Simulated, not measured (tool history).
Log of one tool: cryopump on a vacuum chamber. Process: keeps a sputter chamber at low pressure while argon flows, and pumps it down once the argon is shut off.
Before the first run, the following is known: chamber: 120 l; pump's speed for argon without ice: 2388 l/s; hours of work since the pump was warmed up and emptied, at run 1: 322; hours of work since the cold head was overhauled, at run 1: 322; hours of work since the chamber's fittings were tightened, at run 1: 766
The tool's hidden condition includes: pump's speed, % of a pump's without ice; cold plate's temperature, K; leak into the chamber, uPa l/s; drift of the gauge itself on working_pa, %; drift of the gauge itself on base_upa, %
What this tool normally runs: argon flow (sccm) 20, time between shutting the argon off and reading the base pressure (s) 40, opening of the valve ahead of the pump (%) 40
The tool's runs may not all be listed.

| run | hour | argon flow (sccm) | time between shutting the argon off and reading the base pressure (s) | opening of the valve ahead of the pump (%) | hours of work since the pump was warmed up and emptied | hours of work since the cold head was overhauled | hours of work since the chamber's fittings were tightened | pressure while argon flows (Pa) | pressure after the wait (uPa) |
|---|---|---|---|---|---|---|---|---|---|
| 1 | 0.0 | 20 | 40 | 40 | 322 | 322 | 766 | 0.0386 | 2.53 |
| 2 | 31.6 | 20 | 40 | 40 | 349 | 349 | 792 | 0.0390 | 2.61 |
| 3 | 57.8 | 20 | 40 | 40 | 371 | 371 | 814 | 0.0392 | 2.63 |
| 4 | 76.5 | 20 | 40 | 18 | 386 | 386 | 830 | 0.0835 | 2.61 |
| 5 | 113.8 | 20 | 40 | 18 | 418 | 418 | 861 | 0.0823 | 2.70 |
| 6 | 135.5 | 20 | 40 | 55 | 436 | 436 | 879 | 0.0299 | 2.66 |
| 7 | 162.5 | 20 | 40 | 55 | 458 | 458 | 902 | 0.0304 | 2.75 |
| 8 | 180.7 | 20 | 40 | 55 | 474 | 474 | 917 | 0.0308 | 2.84 |
| 9 | 213.2 | 20 | 40 | 55 | 501 | 501 | 945 | 0.0310 | 2.80 |
| 10 | 238.0 | 20 | 40 | 58 | 522 | 522 | 966 | 0.0292 | 2.84 |
| 11 | 271.7 | 34 | 67 | 22 | 550 | 550 | 994 | 0.1190 | 2.40 |
| 12 | 303.2 | 34 | 67 | 22 | 577 | 577 | 1020 | 0.1190 | 2.43 |
| 13 | 325.8 | 34 | 67 | 22 | 596 | 596 | 1039 | 0.1199 | 2.45 |
| 14 | 354.1 | 11 | 56 | 22 | 619 | 619 | 1063 | 0.0384 | 2.69 |
| 15 | 390.9 | 28 | 40 | 19 | 650 | 650 | 1094 | 0.1149 | 3.19 |
| 16 | 425.0 | 9 | 40 | 40 | 679 | 679 | 1123 | 0.0190 | 3.26 |
|  | 432.5 | pump warmed up, emptied and cooled again |
| 17 | 459.9 | 15 | 64 | 30 | 23 | 704 | 1148 | 0.0360 | 2.13 |
|  | 468.8 | leaking fittings of the chamber tightened, without venting |
| 18 | 478.8 | 15 | 64 | 30 | 37 | 718 | 8 | 0.0357 | 1.07 |
| 19 | 498.8 | 16 | 64 | 49 | 54 | 735 | 25 | 0.0239 | 1.12 |
| 20 | 532.9 | 16 | 64 | 49 | 83 | 764 | 54 | 0.0241 | 1.11 |

Each row is a separate what-if for the run after 20, all from the same tool condition, not one after another. Results?
| A | 570.6 | 15 | 40 | 40 | 114 | 795 | 85 | ? | ? |
| B | 570.6 | 16 | 90 | 59 | 114 | 795 | 85 | ? | ? |
| C | 570.6 | 12 | 270 | 43 | 114 | 795 | 85 | ? | ? |
| D | 570.6 | 15 | 64 | 22 | 114 | 795 | 85 | ? | ? |
| E | 570.6 | 23 | 64 | 30 | 114 | 795 | 85 | ? | ? |

| run | pressure while argon flows (Pa) | pressure after the wait (uPa) |
|---|---|---|
| A | 0.0277 | 1.71 |
| B | 0.0201 | 0.86 |
| C | 0.0203 | 0.45 |
| D | 0.0494 | 1.13 |
| E | 0.0569 | 1.13 |
Without the tool's hidden state the same runs would have given:
| run | pressure while argon flows (Pa) | pressure after the wait (uPa) |
|---|---|---|
| A | 0.0269 | 1.61 |
| B | 0.0192 | 0.76 |
| C | 0.0196 | 0.35 |
| D | 0.0486 | 1.03 |
| E | 0.0557 | 1.03 |

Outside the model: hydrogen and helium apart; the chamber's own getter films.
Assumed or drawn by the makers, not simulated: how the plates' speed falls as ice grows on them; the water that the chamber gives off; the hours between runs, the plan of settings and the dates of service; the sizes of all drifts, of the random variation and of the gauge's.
